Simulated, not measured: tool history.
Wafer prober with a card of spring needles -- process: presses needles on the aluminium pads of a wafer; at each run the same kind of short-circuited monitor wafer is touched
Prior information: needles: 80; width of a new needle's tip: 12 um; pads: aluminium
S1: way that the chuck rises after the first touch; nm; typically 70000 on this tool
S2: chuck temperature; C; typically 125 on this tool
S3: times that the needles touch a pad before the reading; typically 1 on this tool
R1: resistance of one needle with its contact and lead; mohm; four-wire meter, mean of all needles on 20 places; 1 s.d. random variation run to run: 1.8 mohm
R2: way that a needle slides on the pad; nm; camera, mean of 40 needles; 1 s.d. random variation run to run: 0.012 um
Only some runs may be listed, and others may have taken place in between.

run,day,S1,S2,S3,R1,R2
1,0,70000,125,1,200,12850
2,0.367,70000,125,1,252,12830
# day 0.542: tips cleaned on abrasive film
3,0.8,70000,125,1,294,12800
# day 1.062: tips cleaned on abrasive film
4,1.108,70000,125,1,211,12800
# day 1.596: tips cleaned on abrasive film
5,1.633,70000,125,1,204,12790
# day 1.779: tips cleaned on abrasive film, once more
6,2.025,70000,125,1,238,12780
# day 2.292: tips cleaned on abrasive film
7,2.721,70000,125,1,261,12790
# day 2.829: tips cleaned on abrasive film
# day 3.325: tips cleaned on abrasive film
8,3.35,70000,125,1,207,12760
# day 3.829: tips cleaned on abrasive film
9,4.088,70000,125,1,245,12740
# day 4.329: tips cleaned on abrasive film
10,4.492,70000,89,2,210,12720
# day 4.85: tips cleaned on abrasive film
11,4.958,80000,28,1,196,14570
# day 5.358: tips cleaned on abrasive film
12,5.625,70000,43,3,197,12720
# day 5.858: tips cleaned on abrasive film
# day 6.354: tips cleaned on abrasive film
13,6.354,70000,111,1,199,12670
# day 6.888: tips cleaned on abrasive film
14,7.092,70000,111,1,238,12700
# day 7.392: tips cleaned on abrasive film
15,7.654,70000,111,1,244,12660

Table of differences, measured result less the result of that run with no hidden state. Run-to-run variation is the same in both. Gauge scatter possibly is not:
The hidden state here: debris on the tips, nm; way that the needles fall short of the set height, um; tips' diameter, um; drift of the gauge itself on contact_mohm, %; drift of the gauge itself on scrub_um, %.
run,R1,R2
1,+5,-130
2,+55,-130
3,+105,-160
4,+18,-180
5,+13,-190
6,+44,-190
7,+63,-200
8,+11,-220
9,+46,-230
10,+22,-250
11,+21,-250
12,+20,-260
13,+8,-290
14,+46,-290
15,+51,-310
